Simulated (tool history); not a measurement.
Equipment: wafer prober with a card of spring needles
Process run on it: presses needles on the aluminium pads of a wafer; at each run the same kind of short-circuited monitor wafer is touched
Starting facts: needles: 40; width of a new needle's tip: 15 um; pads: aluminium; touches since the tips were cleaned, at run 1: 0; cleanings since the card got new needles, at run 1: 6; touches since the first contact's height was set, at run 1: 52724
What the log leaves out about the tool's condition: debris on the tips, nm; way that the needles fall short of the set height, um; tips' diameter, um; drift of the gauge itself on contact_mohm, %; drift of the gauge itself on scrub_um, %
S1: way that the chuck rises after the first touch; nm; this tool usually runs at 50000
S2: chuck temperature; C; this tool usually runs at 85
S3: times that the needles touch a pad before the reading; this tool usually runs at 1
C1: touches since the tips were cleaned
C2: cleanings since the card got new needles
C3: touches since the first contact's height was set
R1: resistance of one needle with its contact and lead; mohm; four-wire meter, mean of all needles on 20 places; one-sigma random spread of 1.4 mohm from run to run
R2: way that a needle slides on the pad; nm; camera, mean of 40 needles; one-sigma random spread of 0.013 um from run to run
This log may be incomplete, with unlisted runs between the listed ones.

run	hour	S1	S2	S3	C1	C2	C3	R1	R2
1	0	50000	85	1	0	6	52724	118	6140
2	10.7	50000	85	1	1651	6	54375	117	6130
3	18.6	50000	85	1	2877	6	55601	116	6130
4	29.2	50000	85	1	4517	6	57241	114	6110
5	36.9	50000	85	1	5705	6	58429	117	6090
6	43.9	50000	85	1	6783	6	59507	118	6120
# hour 49.2: tips cleaned on abrasive film
7	52.2	50000	85	1	467	7	60768	117	6080
8	66.8	50000	85	1	2728	7	63029	117	6070
9	75.9	50000	85	1	4138	7	64439	118	6060
10	82.9	50000	85	2	5207	7	65508	117	6060
11	91	50000	85	2	6469	7	66770	115	6100
# hour 98.1: tips cleaned on abrasive film
12	107.8	48000	116	1	1496	8	69338	120	5800
13	124.4	60000	116	1	4060	8	71902	119	7230
14	133.7	60000	116	1	5495	8	73337	118	7250
# hour 134.6: gauge calibrated
15	142.4	60000	116	1	6851	8	74693	119	7350
# hour 147.1: tips cleaned on abrasive film
16	149.5	38000	73	2	367	9	75765	120	4670
17	157	48000	85	1	1523	9	76921	115	5860

Alternative continuations, all from the tool just after run 17; predict every row:
A	170.9	39000	73	3	3671	9	79069	?	?
B	170.9	48000	79	1	3671	9	79069	?	?
C	170.9	38000	85	2	3671	9	79069	?	?
D	170.9	34000	85	1	3671	9	79069	?	?

run	R1	R2
A	117	4770
B	116	5850
C	121	4630
D	120	4160
Without the tool's unlogged condition, the same runs would have read:
run	R1	R2
A	117	4800
B	116	5880
C	121	4650
D	119	4180
